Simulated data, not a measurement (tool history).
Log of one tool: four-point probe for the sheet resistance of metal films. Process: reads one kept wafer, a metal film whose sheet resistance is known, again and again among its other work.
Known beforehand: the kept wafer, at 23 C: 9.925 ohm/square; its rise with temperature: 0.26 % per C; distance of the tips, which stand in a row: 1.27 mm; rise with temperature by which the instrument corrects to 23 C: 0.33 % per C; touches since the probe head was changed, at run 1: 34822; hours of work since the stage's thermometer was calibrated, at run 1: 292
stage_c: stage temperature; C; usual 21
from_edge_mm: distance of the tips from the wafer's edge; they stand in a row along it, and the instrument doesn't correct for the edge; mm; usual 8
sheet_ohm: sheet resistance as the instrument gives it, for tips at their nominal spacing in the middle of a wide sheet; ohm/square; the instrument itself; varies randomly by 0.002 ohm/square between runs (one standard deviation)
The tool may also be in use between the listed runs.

| run | day | stage_c | from_edge_mm | touches since the probe head was changed | hours of work since the stage's thermometer was calibrated | sheet_ohm |
|---|---|---|---|---|---|---|
| 1 | 0 | 21 | 8 | 34822 | 292 | 10.004314 |
| 2 | 2.812 | 22 | 8 | 37384 | 340 | 9.995467 |
| 3 | 4.492 | 22 | 8 | 38913 | 368 | 9.999 |
| 4 | 6.238 | 22 | 8 | 40503 | 398 | 9.992479 |
| 5 | 7.779 | 29 | 8 | 41904 | 424 | 9.943545 |
| 6 | 10.271 | 29 | 8 | 44176 | 466 | 9.947299 |
| 7 | 11.608 | 29 | 8 | 45393 | 489 | 9.94471 |
| 8 | 14.512 | 29 | 8 | 48038 | 538 | 9.94032 |
| 9 | 16.746 | 26 | 8 | 50069 | 576 | 9.960038 |
| 10 | 18.667 | 21 | 8 | 51820 | 608 | 9.994502 |
| 11 | 20.979 | 21 | 75 | 53923 | 647 | 9.865306 |
| 12 | 22.629 | 21 | 8 | 55426 | 675 | 9.993436 |
| 13 | 24.946 | 21 | 8 | 57537 | 715 | 9.993333 |
| 14 | 27.396 | 21 | 8 | 59768 | 756 | 9.994382 |
| 15 | 30.017 | 21 | 8 | 62152 | 800 | 9.991472 |
| 16 | 33.121 | 21 | 8 | 64978 | 853 | 9.985746 |
| 17 | 34.654 | 21 | 8 | 66376 | 879 | 9.985947 |
| 18 | 36.321 | 21 | 25 | 67895 | 907 | 9.866213 |
| 19 | 38.8 | 21 | 25 | 70151 | 949 | 9.867013 |
| 20 | 40.571 | 21 | 25 | 71762 | 979 | 9.866123 |
| 21 | 41.975 | 21 | 8 | 73043 | 1003 | 9.988484 |
| 22 | 44.067 | 21 | 8 | 74948 | 1038 | 9.986018 |
| 23 | 45.65 | 21 | 8 | 76387 | 1065 | 9.982419 |
| 24 | 48.029 | 21 | 8 | 78553 | 1105 | 9.978258 |
|  | 48.308 | stage's thermometer calibrated |
| 25 | 49.821 | 21 | 8 | 80167 | 26 | 9.978736 |
| 26 | 52.9 | 25 | 9 | 82972 | 78 | 9.921368 |
|  | 54.392 | stage's thermometer calibrated, once more |
| 27 | 55.583 | 27 | 8 | 85394 | 20 | 9.937951 |
| 28 | 58.288 | 21 | 8 | 87855 | 66 | 9.984893 |
| 29 | 60.954 | 32 | 11 | 90285 | 111 | 9.839297 |
| 30 | 62.85 | 20 | 4 | 92011 | 143 | 10.358621 |
| 31 | 64.425 | 20 | 4 | 93447 | 170 | 10.359319 |
|  | 65.175 | new probe head fitted |
| 32 | 66.838 | 31 | 7 | 1515 | 210 | 9.988878 |
| 33 | 68.525 | 31 | 7 | 3052 | 239 | 9.98511 |
| 34 | 70.579 | 31 | 7 | 4920 | 273 | 9.983186 |
| 35 | 72.45 | 31 | 54 | 6626 | 305 | 9.816757 |
| 36 | 75.204 | 31 | 54 | 9133 | 352 | 9.816524 |
| 37 | 78.029 | 23 | 4 | 11703 | 399 | 10.372963 |
| 38 | 81.104 | 23 | 4 | 14504 | 451 | 10.369342 |
| 39 | 83.229 | 25 | 33 | 16438 | 487 | 9.857912 |
| 40 | 86.146 | 25 | 33 | 19094 | 537 | 9.856009 |
| 41 | 87.646 | 34 | 33 | 20462 | 562 | 9.793146 |
| 42 | 89.275 | 26 | 30 | 21943 | 590 | 9.847111 |
| 43 | 91.321 | 19 | 19 | 23808 | 624 | 9.912667 |
| 44 | 93.008 | 28 | 22 | 25343 | 653 | 9.841368 |
| 45 | 94.717 | 28 | 27 | 26901 | 682 | 9.832105 |

Had the tool no unlogged condition, and each run kept its random variation, what would the results have been?
Hidden state present: inner tips' distance over the nominal, %; tips' flats over new ones', %; wafer's true temperature over the reading, C; drift of the gauge itself on sheet_ohm, %.
| run | sheet_ohm |
|---|---|
| 1 | 10.071141 |
| 2 | 10.063731 |
| 3 | 10.068132 |
| 4 | 10.062424 |
| 5 | 10.013913 |
| 6 | 10.019042 |
| 7 | 10.017105 |
| 8 | 10.014149 |
| 9 | 10.035112 |
| 10 | 10.070858 |
| 11 | 9.941968 |
| 12 | 10.071815 |
| 13 | 10.072928 |
| 14 | 10.075165 |
| 15 | 10.073566 |
| 16 | 10.069405 |
| 17 | 10.070373 |
| 18 | 9.950521 |
| 19 | 9.95257 |
| 20 | 9.95264 |
| 21 | 10.076828 |
| 22 | 10.07537 |
| 23 | 10.072594 |
| 24 | 10.069544 |
| 25 | 10.072237 |
| 26 | 10.015893 |
| 27 | 10.028794 |
| 28 | 10.077526 |
| 29 | 9.932061 |
| 30 | 10.456873 |
| 31 | 10.458519 |
| 32 | 10.042625 |
| 33 | 10.039695 |
| 34 | 10.038885 |
| 35 | 9.872468 |
| 36 | 9.873708 |
| 37 | 10.434749 |
| 38 | 10.432859 |
| 39 | 9.919547 |
| 40 | 9.919095 |
| 41 | 9.856476 |
| 42 | 9.911677 |
| 43 | 9.978781 |
| 44 | 9.907826 |
| 45 | 9.899398 |
